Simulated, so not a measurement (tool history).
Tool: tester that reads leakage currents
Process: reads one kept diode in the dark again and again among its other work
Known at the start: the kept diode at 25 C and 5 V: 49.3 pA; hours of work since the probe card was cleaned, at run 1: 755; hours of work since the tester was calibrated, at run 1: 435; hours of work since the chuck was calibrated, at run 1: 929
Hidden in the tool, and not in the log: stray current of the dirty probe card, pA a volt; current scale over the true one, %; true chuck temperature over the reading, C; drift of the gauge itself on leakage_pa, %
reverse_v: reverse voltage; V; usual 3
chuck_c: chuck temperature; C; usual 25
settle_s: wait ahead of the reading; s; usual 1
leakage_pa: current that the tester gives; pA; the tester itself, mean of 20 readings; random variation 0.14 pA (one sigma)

run    hour  reverse_v  chuck_c  settle_s  hours of work since the probe card was cleaned  hours of work since the tester was calibrated  hours of work since the chuck was calibrated  leakage_pa
  1       0          3       25         1                                             755                                            435                                           929       42.13
  2   202.1          3       25         1                                             893                                            573                                          1068       42.22
  3   451.5          3       25         1                                            1064                                            744                                          1238       41.73
  4   648.6          3       25         1                                            1198                                            879                                          1373       42.08
      685.8  -- chuck's temperature calibrated
  5   807.7          3       25         1                                            1306                                            986                                            83        42.2
  6   962.4          3       25         1                                            1412                                           1092                                           189       42.19
  7    1221          3       25         1                                            1589                                           1269                                           366       42.04
     1405.1  -- probe card cleaned and baked
  8    1412          3       25         1                                               5                                           1398                                           495       42.32
  9  1595.4          3       25         1                                             130                                           1523                                           620       42.36
 10  1820.6      10.51       25         1                                             284                                           1677                                           775       63.18
 11  2023.5      10.51       25         1                                             423                                           1816                                           913       62.87
 12  2288.8          3       25         1                                             605                                           1998                                          1095       41.96
 13  2557.9       7.04       25         1                                             789                                           2182                                          1279       55.47
     2720.8  -- chuck's temperature calibrated
 14  2824.5      12.64       25         1                                             970                                           2363                                            71       67.05
 15  3060.5          3       23         1                                            1131                                           2524                                           232       35.34
 16  3183.9          3       25      6.04                                            1216                                           2609                                           317       41.86
 17  3301.1      17.88       25      6.04                                            1296                                           2689                                           397       74.44
 18  3462.4          3       25         1                                            1406                                           2799                                           507       42.12
 19  3714.2       1.06       25      2.19                                            1579                                           2972                                           680       29.96
 20  3872.3       1.06       25      2.19                                            1687                                           3080                                           788       30.09
     3910.9  -- probe card cleaned and baked
 21  4144.9        6.1       41      7.82                                             160                                           3264                                           972      197.31
 22    4365        6.1       41      7.82                                             311                                           3415                                          1123      198.76
 23  4599.1        6.1       41      0.37                                             471                                           3575                                          1283      198.93
     4771.7  -- chuck's temperature calibrated
 24  4872.8          3       25      3.07                                             657                                           3761                                            69          42
 25  5023.9       9.59       25      2.22                                             760                                           3864                                           173        61.1
 26  5294.8       2.23       41       0.5                                             946                                           4050                                           358      144.09
 27  5416.2       8.77       46      0.84                                            1029                                           4133                                           441      325.76
 28  5629.1      16.82       32      6.12                                            1174                                           4279                                           587      132.63
 29  5782.9      16.82       31      0.41                                            1280                                           4384                                           692      123.06
 30  6032.5      16.82       31      0.41                                            1450                                           4555                                           863      123.25
 31  6200.6       4.76       54      2.96                                            1565                                           4670                                           978      487.97
     6422.8  -- probe card cleaned and baked
 32  6427.4       4.76       54      2.96                                               3                                           4823                                          1131      486.57
 33  6661.9       2.11       49      2.96                                             164                                           4983                                          1291      260.88
     6815.3  -- chuck's temperature calibrated
 34  6847.3       2.11       49      2.96                                             289                                           5109                                            22         260
 35  7077.8       3.47       39      6.96                                             447                                           5266                                           180      140.77
     7277.2  -- tester calibrated
 36  7277.9          3       42      0.73                                             582                                              0                                           315      171.03

5 ways to go on from here, each from the tool as it stands after run 36. What would each give?
  A  7547.2       5.22       25      0.57                                             767                                            185                                           499           ?
  B  7547.2      10.13       25      0.63                                             767                                            185                                           499           ?
  C  7547.2          3       47         1                                             767                                            185                                           499           ?
  D  7547.2          3       42      1.37                                             767                                            185                                           499           ?
  E  7547.2          3       25      3.45                                             767                                            185                                           499           ?

run  leakage_pa
  A       50.47
  B       62.66
  C       251.1
  D      171.13
  E          42
Without the tool's hidden state the same runs would have given:
run  leakage_pa
  A       50.45
  B       62.63
  C      251.03
  D      171.08
  E       41.98
